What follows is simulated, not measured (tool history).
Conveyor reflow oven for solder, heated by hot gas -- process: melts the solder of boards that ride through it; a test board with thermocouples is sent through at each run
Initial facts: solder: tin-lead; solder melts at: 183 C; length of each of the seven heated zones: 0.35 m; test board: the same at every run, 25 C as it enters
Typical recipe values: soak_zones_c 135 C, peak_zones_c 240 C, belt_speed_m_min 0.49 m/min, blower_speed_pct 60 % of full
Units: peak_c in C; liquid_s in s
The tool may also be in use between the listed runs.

{"run": 1, "hour": 0.0, "soak_zones_c": 135, "peak_zones_c": 240, "belt_speed_m_min": 0.49, "blower_speed_pct": 60, "peak_c": 213.9, "liquid_s": 58.3}
{"run": 2, "hour": 16.8, "soak_zones_c": 135, "peak_zones_c": 240, "belt_speed_m_min": 0.49, "blower_speed_pct": 60, "peak_c": 214, "liquid_s": 58.5}
{"run": 3, "hour": 30.3, "soak_zones_c": 135, "peak_zones_c": 240, "belt_speed_m_min": 0.49, "blower_speed_pct": 60, "peak_c": 213.6, "liquid_s": 58.7}
{"run": 4, "hour": 46.0, "soak_zones_c": 135, "peak_zones_c": 240, "belt_speed_m_min": 0.49, "blower_speed_pct": 60, "peak_c": 212.9, "liquid_s": 57.7}
{"run": 5, "hour": 54.8, "soak_zones_c": 135, "peak_zones_c": 240, "belt_speed_m_min": 0.49, "blower_speed_pct": 60, "peak_c": 213.3, "liquid_s": 58.1}
{"run": 6, "hour": 62.6, "soak_zones_c": 135, "peak_zones_c": 240, "belt_speed_m_min": 0.49, "blower_speed_pct": 60, "peak_c": 213.1, "liquid_s": 57.6}
{"run": 7, "hour": 70.5, "soak_zones_c": 135, "peak_zones_c": 240, "belt_speed_m_min": 0.49, "blower_speed_pct": 60, "peak_c": 213.2, "liquid_s": 57.6}
{"run": 8, "hour": 82.8, "soak_zones_c": 135, "peak_zones_c": 240, "belt_speed_m_min": 0.49, "blower_speed_pct": 60, "peak_c": 213.7, "liquid_s": 56.4}
{"run": 9, "hour": 92.7, "soak_zones_c": 135, "peak_zones_c": 240, "belt_speed_m_min": 0.49, "blower_speed_pct": 60, "peak_c": 214, "liquid_s": 56.9}
{"hour": 99.1, "done": "flux residue cleaned out of gas plates and filters"}
{"run": 10, "hour": 111.7, "soak_zones_c": 135, "peak_zones_c": 240, "belt_speed_m_min": 0.49, "blower_speed_pct": 60, "peak_c": 212.3, "liquid_s": 57}
{"run": 11, "hour": 127.6, "soak_zones_c": 135, "peak_zones_c": 240, "belt_speed_m_min": 0.391, "blower_speed_pct": 60, "peak_c": 220.5, "liquid_s": 82.7}
{"hour": 139.0, "done": "flux residue cleaned out of gas plates and filters, once more"}
{"run": 12, "hour": 143.8, "soak_zones_c": 135, "peak_zones_c": 240, "belt_speed_m_min": 0.391, "blower_speed_pct": 60, "peak_c": 222.8, "liquid_s": 83.8}
{"run": 13, "hour": 154.8, "soak_zones_c": 135, "peak_zones_c": 240, "belt_speed_m_min": 0.391, "blower_speed_pct": 60, "peak_c": 222.8, "liquid_s": 85.1}
{"run": 14, "hour": 169.2, "soak_zones_c": 135, "peak_zones_c": 240, "belt_speed_m_min": 0.391, "blower_speed_pct": 60, "peak_c": 222.5, "liquid_s": 85.1}
{"run": 15, "hour": 183.7, "soak_zones_c": 135, "peak_zones_c": 240, "belt_speed_m_min": 0.49, "blower_speed_pct": 60, "peak_c": 214.8, "liquid_s": 59.8}
{"run": 16, "hour": 196.7, "soak_zones_c": 135, "peak_zones_c": 240, "belt_speed_m_min": 0.49, "blower_speed_pct": 60, "peak_c": 214.3, "liquid_s": 59.9}
{"run": 17, "hour": 205.6, "soak_zones_c": 142, "peak_zones_c": 245, "belt_speed_m_min": 0.414, "blower_speed_pct": 87, "peak_c": 230.7, "liquid_s": 91.6}
{"run": 18, "hour": 223.9, "soak_zones_c": 136, "peak_zones_c": 240, "belt_speed_m_min": 0.481, "blower_speed_pct": 79, "peak_c": 219.1, "liquid_s": 67.2}
{"run": 19, "hour": 242.0, "soak_zones_c": 138, "peak_zones_c": 240, "belt_speed_m_min": 0.481, "blower_speed_pct": 75, "peak_c": 219.8, "liquid_s": 66.9}
{"run": 20, "hour": 257.2, "soak_zones_c": 138, "peak_zones_c": 240, "belt_speed_m_min": 0.481, "blower_speed_pct": 75, "peak_c": 218.6, "liquid_s": 67.1}
{"run": 21, "hour": 270.7, "soak_zones_c": 130, "peak_zones_c": 234, "belt_speed_m_min": 0.502, "blower_speed_pct": 59, "peak_c": 206.6, "liquid_s": 47.2}
{"run": 22, "hour": 285.9, "soak_zones_c": 130, "peak_zones_c": 234, "belt_speed_m_min": 0.502, "blower_speed_pct": 59, "peak_c": 206.6, "liquid_s": 48}
{"run": 23, "hour": 295.8, "soak_zones_c": 130, "peak_zones_c": 234, "belt_speed_m_min": 0.502, "blower_speed_pct": 59, "peak_c": 206.9, "liquid_s": 47.4}
{"run": 24, "hour": 312.1, "soak_zones_c": 125, "peak_zones_c": 240, "belt_speed_m_min": 0.49, "blower_speed_pct": 52, "peak_c": 207.7, "liquid_s": 50.1}
{"run": 25, "hour": 329.0, "soak_zones_c": 125, "peak_zones_c": 240, "belt_speed_m_min": 0.49, "blower_speed_pct": 52, "peak_c": 208.3, "liquid_s": 48}
{"run": 26, "hour": 337.9, "soak_zones_c": 135, "peak_zones_c": 240, "belt_speed_m_min": 0.49, "blower_speed_pct": 85, "peak_c": 219.4, "liquid_s": 66.9}
{"run": 27, "hour": 345.8, "soak_zones_c": 135, "peak_zones_c": 250, "belt_speed_m_min": 0.49, "blower_speed_pct": 82, "peak_c": 227.7, "liquid_s": 70.8}
{"run": 28, "hour": 354.8, "soak_zones_c": 135, "peak_zones_c": 231, "belt_speed_m_min": 0.517, "blower_speed_pct": 60, "peak_c": 204.5, "liquid_s": 44.8}
{"run": 29, "hour": 369.7, "soak_zones_c": 135, "peak_zones_c": 243, "belt_speed_m_min": 0.49, "blower_speed_pct": 59, "peak_c": 215.6, "liquid_s": 59.4}
{"run": 30, "hour": 377.2, "soak_zones_c": 135, "peak_zones_c": 243, "belt_speed_m_min": 0.49, "blower_speed_pct": 59, "peak_c": 215.8, "liquid_s": 60.1}
{"run": 31, "hour": 394.3, "soak_zones_c": 135, "peak_zones_c": 243, "belt_speed_m_min": 0.49, "blower_speed_pct": 59, "peak_c": 215.7, "liquid_s": 59.8}
{"run": 32, "hour": 402.8, "soak_zones_c": 130, "peak_zones_c": 245, "belt_speed_m_min": 0.49, "blower_speed_pct": 63, "peak_c": 216.5, "liquid_s": 58.8}

Consider 3 possible next runs. They are alternatives, not a sequence: every one starts from the tool as it was left by run 32. What does each give?
{"run": "A", "hour": 414.2, "soak_zones_c": 130, "peak_zones_c": 241, "belt_speed_m_min": 0.49, "blower_speed_pct": 63, "peak_c": "?", "liquid_s": "?"}
{"run": "B", "hour": 414.2, "soak_zones_c": 147, "peak_zones_c": 245, "belt_speed_m_min": 0.49, "blower_speed_pct": 63, "peak_c": "?", "liquid_s": "?"}
{"run": "C", "hour": 414.2, "soak_zones_c": 135, "peak_zones_c": 240, "belt_speed_m_min": 0.48, "blower_speed_pct": 60, "peak_c": "?", "liquid_s": "?"}

run=A peak_c=213.7 liquid_s=56.4
run=B peak_c=219.9 liquid_s=70
run=C peak_c=213.8 liquid_s=58.9
With the hidden condition removed and each run's random variation left untouched, the same runs would have given:
run=A peak_c=217.4 liquid_s=59.5
run=B peak_c=223.4 liquid_s=72.1
run=C peak_c=217.4 liquid_s=61.9
